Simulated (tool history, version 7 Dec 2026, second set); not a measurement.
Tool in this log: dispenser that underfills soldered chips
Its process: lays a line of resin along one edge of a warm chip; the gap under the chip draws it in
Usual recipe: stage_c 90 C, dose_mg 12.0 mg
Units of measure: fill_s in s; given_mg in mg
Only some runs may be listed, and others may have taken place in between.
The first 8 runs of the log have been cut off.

-- hour=77.7 new syringe of resin
run 9 hour=78.4 | stage_c=76 dose_mg=12.0 | fill_s=294.7 given_mg=11.64
run 10 hour=85.4 | stage_c=76 dose_mg=12.0 | fill_s=341.5 given_mg=11.60
-- hour=86.4 new syringe of resin
-- hour=95.7 new syringe of resin
run 11 hour=98.5 | stage_c=76 dose_mg=12.0 | fill_s=304.6 given_mg=11.59
-- hour=104.7 new syringe of resin
run 12 hour=106.0 | stage_c=76 dose_mg=12.0 | fill_s=292.7 given_mg=11.56
-- hour=113.5 dispensing valve cleaned and set on the balance
-- hour=114.9 new syringe of resin
run 13 hour=116.5 | stage_c=94 dose_mg=12.0 | fill_s=125.4 given_mg=12.01
-- hour=123.9 new syringe of resin
run 14 hour=129.2 | stage_c=94 dose_mg=12.0 | fill_s=134.5 given_mg=11.91
-- hour=132.7 new syringe of resin
run 15 hour=137.9 | stage_c=90 dose_mg=10.2 | fill_s=171.3 given_mg=10.06
-- hour=141.8 new syringe of resin
run 16 hour=144.5 | stage_c=104 dose_mg=10.8 | fill_s=86.1 given_mg=10.66
run 17 hour=149.9 | stage_c=77 dose_mg=12.4 | fill_s=325.5 given_mg=12.22
-- hour=151.3 new syringe of resin
run 18 hour=158.5 | stage_c=77 dose_mg=12.8 | fill_s=316.6 given_mg=12.47
-- hour=160.0 new syringe of resin
run 19 hour=168.0 | stage_c=90 dose_mg=12.9 | fill_s=169.8 given_mg=12.63
-- hour=169.5 new syringe of resin
-- hour=178.8 new syringe of resin
run 20 hour=181.4 | stage_c=78 dose_mg=13.8 | fill_s=275.5 given_mg=13.42
-- hour=188.3 new syringe of resin
run 21 hour=189.6 | stage_c=80 dose_mg=14.4 | fill_s=242.2 given_mg=14.03
-- hour=197.0 new syringe of resin
run 22 hour=200.0 | stage_c=88 dose_mg=12.5 | fill_s=174.6 given_mg=12.05
-- hour=206.6 new syringe of resin
run 23 hour=210.9 | stage_c=90 dose_mg=12.6 | fill_s=159.5 given_mg=12.08
-- hour=215.4 new syringe of resin
run 24 hour=218.2 | stage_c=90 dose_mg=12.6 | fill_s=156.6 given_mg=12.09
-- hour=220.9 dispensing valve cleaned and set on the balance
-- hour=225.8 new syringe of resin
run 25 hour=229.3 | stage_c=90 dose_mg=12.0 | fill_s=156.2 given_mg=12.08
-- hour=234.6 new syringe of resin
run 26 hour=238.6 | stage_c=90 dose_mg=15.0 | fill_s=152.5 given_mg=14.95
-- hour=243.7 new syringe of resin
run 27 hour=248.3 | stage_c=86 dose_mg=15.0 | fill_s=190.0 given_mg=14.81
-- hour=253.0 new syringe of resin
run 28 hour=256.1 | stage_c=86 dose_mg=12.7 | fill_s=189.8 given_mg=12.51
-- hour=262.5 new syringe of resin
run 29 hour=262.9 | stage_c=103 dose_mg=13.0 | fill_s=82.9 given_mg=12.81
run 30 hour=270.7 | stage_c=97 dose_mg=13.6 | fill_s=126.7 given_mg=13.38

3 ways to go on from here, each from the tool as it stands after run 30. What would each give?
-- hour=272.0 new syringe of resin
-- hour=280.9 new syringe of resin
run A hour=282.1 | stage_c=105 dose_mg=10.7 | fill_s=? given_mg=?
-- hour=272.0 new syringe of resin
-- hour=280.9 new syringe of resin
run B hour=282.1 | stage_c=90 dose_mg=13.4 | fill_s=? given_mg=?
-- hour=272.0 new syringe of resin
-- hour=280.9 new syringe of resin
run C hour=282.1 | stage_c=83 dose_mg=11.5 | fill_s=? given_mg=?

run=A fill_s=81.9 given_mg=10.48
run=B fill_s=151.1 given_mg=12.99
run=C fill_s=215.3 given_mg=11.26
Without the tool's hidden state the same runs would have given:
run=A fill_s=70.9 given_mg=10.73
run=B fill_s=130.3 given_mg=13.30
run=C fill_s=184.1 given_mg=11.53
